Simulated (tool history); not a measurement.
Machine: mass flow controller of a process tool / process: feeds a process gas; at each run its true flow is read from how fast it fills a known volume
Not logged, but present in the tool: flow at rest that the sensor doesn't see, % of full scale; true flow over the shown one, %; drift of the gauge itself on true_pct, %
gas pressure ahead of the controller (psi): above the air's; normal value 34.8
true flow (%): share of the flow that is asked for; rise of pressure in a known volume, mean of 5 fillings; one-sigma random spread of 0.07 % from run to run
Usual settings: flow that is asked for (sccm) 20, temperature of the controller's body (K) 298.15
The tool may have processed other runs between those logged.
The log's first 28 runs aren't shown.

run    hour  flow that is asked for (sccm)  gas pressure ahead of the controller (psi)  temperature of the controller's body (K)  hours of work since the controller was set to zero  hours of work since the controller was changed  true flow (%)
 29  2296.2                              5                                        31.5                                    310.15                                                1310                                            1310          94.93
 30  2385.1                             13                                        26.8                                    298.15                                                1355                                            1355          96.84
 31  2476.6                             13                                        26.8                                    298.15                                                1401                                            1401          96.85
 32  2547.6                             13                                        26.8                                    298.15                                                1437                                            1437          96.71
 33  2632.6                             13                                        26.8                                    293.15                                                1480                                            1480          97.16
 34  2713.3                             10                                        26.8                                    313.15                                                1520                                            1520          95.47
 35  2803.1                              8                                        34.8                                    301.15                                                1566                                            1566          95.95
 36  2894.5                              8                                        34.8                                    301.15                                                1612                                            1612          95.99
 37  2961.4                              8                                        34.8                                    301.15                                                1646                                            1646          95.94
 38  3071.7                              8                                        26.7                                    303.15                                                1702                                            1702          95.61
 39  3167.9                              9                                        30.5                                    294.15                                                1750                                            1750          96.33
 40    3252                              9                                        30.5                                    294.15                                                1793                                            1793          96.29
 41  3363.1                              9                                        30.5                                    293.15                                                1849                                            1849          96.33
 42  3417.7                             16                                        30.5                                    293.15                                                1876                                            1876          97.08
 43  3506.6                             15                                        34.8                                    295.15                                                1921                                            1921          96.84
 44  3611.5                             15                                        34.8                                    295.15                                                1974                                            1974           96.9
 45  3695.4                             15                                        34.8                                    295.15                                                2017                                            2017          96.86
 46  3777.6                             12                                        21.5                                    298.15                                                2058                                            2058          96.12
 47  3839.8                              8                                        23.6                                    298.15                                                2090                                            2090          95.45
 48  3917.5                             20                                        32.8                                    302.15                                                2129                                            2129          96.83
 49  3996.8                             11                                        28.1                                    297.15                                                2169                                            2169          96.09

Here are 4 independent what-if runs from the current tool condition. What would each one return?
  A  4055.4                             11                                        24.2                                    306.15                                                2199                                            2199              ?
  B  4055.4                             10                                        21.5                                    310.15                                                2199                                            2199              ?
  C  4055.4                             11                                        27.1                                    305.15                                                2199                                            2199              ?
  D  4055.4                             12                                        38.3                                    295.15                                                2199                                            2199              ?

run  true flow (%)
  A          95.42
  B          94.85
  C          95.44
  D          96.58
Without the tool's unlogged condition, the same runs would have read:
run  true flow (%)
  A          97.42
  B          96.94
  C          97.44
  D           98.5
